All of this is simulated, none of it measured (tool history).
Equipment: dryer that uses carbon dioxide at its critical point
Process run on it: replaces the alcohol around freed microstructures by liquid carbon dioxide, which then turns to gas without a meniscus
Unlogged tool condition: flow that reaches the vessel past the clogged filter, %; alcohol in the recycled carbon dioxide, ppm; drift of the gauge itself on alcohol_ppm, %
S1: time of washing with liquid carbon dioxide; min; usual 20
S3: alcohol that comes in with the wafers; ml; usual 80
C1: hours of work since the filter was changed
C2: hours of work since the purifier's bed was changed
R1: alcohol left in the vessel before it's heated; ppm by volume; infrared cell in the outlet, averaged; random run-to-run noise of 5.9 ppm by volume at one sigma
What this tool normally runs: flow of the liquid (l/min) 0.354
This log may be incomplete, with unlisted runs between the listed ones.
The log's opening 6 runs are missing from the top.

Run 7, hour 104.7: usual settings but S1 19 min; C1 181; C2 112. Result: R1 377 ppm by volume.
Run 8, hour 123.1: usual settings but S1 19 min, flow of the liquid (l/min) 0.363; C1 188; C2 118. Result: R1 319 ppm by volume.
Run 9, hour 133.4: usual settings but S1 19 min, flow of the liquid (l/min) 0.363; C1 191; C2 122. Result: R1 323 ppm by volume.
Run 10, hour 147.3: usual settings but S1 19 min, flow of the liquid (l/min) 0.363; C1 196; C2 126. Result: R1 337 ppm by volume.
Run 11, hour 163.9: usual settings but S1 19 min, flow of the liquid (l/min) 0.363; C1 202; C2 132. Result: R1 361 ppm by volume.
Run 12, hour 174.0: usual settings but S1 19 min, flow of the liquid (l/min) 0.363; C1 205; C2 136. Result: R1 344 ppm by volume.
Run 13, hour 194.7: usual settings but S1 19 min, flow of the liquid (l/min) 0.363; C1 213; C2 143. Result: R1 337 ppm by volume.
Run 14, hour 209.4: usual settings but S1 19 min, flow of the liquid (l/min) 0.363; C1 218; C2 148. Result: R1 346 ppm by volume.
Run 15, hour 226.6: usual settings but S3 33 ml; C1 224; C2 154. Result: R1 142 ppm by volume.
Run 16, hour 237.8: usual settings but S3 33 ml; C1 227; C2 158. Result: R1 161 ppm by volume.

Predict the results of run 17:
Run 17, hour 252.1: usual settings but S1 29 min, flow of the liquid (l/min) 0.266, S3 55 ml; C1 232; C2 163. Result: R1 ?.

R1: 153 ppm by volume
Had the tool carried no hidden state, the very same run would have given R1 89 ppm by volume.

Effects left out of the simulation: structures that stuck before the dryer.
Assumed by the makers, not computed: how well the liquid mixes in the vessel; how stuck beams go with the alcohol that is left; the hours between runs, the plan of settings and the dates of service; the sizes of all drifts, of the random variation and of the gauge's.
